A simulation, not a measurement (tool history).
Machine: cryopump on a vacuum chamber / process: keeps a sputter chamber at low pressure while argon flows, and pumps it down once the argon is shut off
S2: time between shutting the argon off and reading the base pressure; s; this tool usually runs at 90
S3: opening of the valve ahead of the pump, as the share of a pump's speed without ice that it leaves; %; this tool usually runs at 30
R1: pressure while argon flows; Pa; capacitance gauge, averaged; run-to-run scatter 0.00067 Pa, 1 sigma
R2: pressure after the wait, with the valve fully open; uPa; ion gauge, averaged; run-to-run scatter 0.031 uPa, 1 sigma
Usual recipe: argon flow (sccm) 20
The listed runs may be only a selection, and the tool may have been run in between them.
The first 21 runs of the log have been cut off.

run 22 day=8.608 | argon_flow_(sccm)=10 S2=41 S3=31 | R1=0.0556 R2=5.75
run 23 day=8.921 | argon_flow_(sccm)=16 S2=192 S3=31 | R1=0.0905 R2=3.56
run 24 day=9.421 | argon_flow_(sccm)=16 S2=192 S3=31 | R1=0.091 R2=3.53
run 25 day=9.696 | argon_flow_(sccm)=38 S2=192 S3=22 | R1=0.297 R2=3.62
run 26 day=9.992 | argon_flow_(sccm)=38 S2=192 S3=34 | R1=0.1985 R2=3.69
run 27 day=10.396 | argon_flow_(sccm)=38 S2=192 S3=34 | R1=0.1959 R2=3.62
-- day=10.667 leaking fittings of the chamber tightened, without venting
run 28 day=10.888 | argon_flow_(sccm)=38 S2=192 S3=34 | R1=0.197 R2=1.03
run 29 day=11.525 | argon_flow_(sccm)=25 S2=113 S3=52 | R1=0.0885 R2=1.49
run 30 day=11.908 | argon_flow_(sccm)=20 S2=153 S3=33 | R1=0.1083 R2=1.25
run 31 day=12.296 | argon_flow_(sccm)=38 S2=101 S3=44 | R1=0.1575 R2=1.63
run 32 day=12.658 | argon_flow_(sccm)=20 S2=90 S3=42 | R1=0.0863 R2=1.84
run 33 day=12.925 | argon_flow_(sccm)=13 S2=140 S3=33 | R1=0.0715 R2=1.35
run 34 day=13.571 | argon_flow_(sccm)=14 S2=30 S3=22 | R1=0.1111 R2=4.49

Each row is a separate what-if for the run after 34, all from the same tool condition, not one after another. Results?
run A day=14.175 | argon_flow_(sccm)=14 S2=88 S3=22 | R1=? R2=?
run B day=14.175 | argon_flow_(sccm)=10 S2=26 S3=22 | R1=? R2=?
run C day=14.175 | argon_flow_(sccm)=14 S2=190 S3=18 | R1=? R2=?
run D day=14.175 | argon_flow_(sccm)=20 S2=116 S3=30 | R1=? R2=?

run=A R1=0.1126 R2=1.95
run=B R1=0.0799 R2=5.21
run=C R1=0.1357 R2=1.2
run=D R1=0.1197 R2=1.54
Take away the tool's hidden state, keep each run's random variation, and the runs would have read:
run=A R1=0.1064 R2=1.65
run=B R1=0.0755 R2=4.9
run=C R1=0.1295 R2=0.9
run=D R1=0.1109 R2=1.25
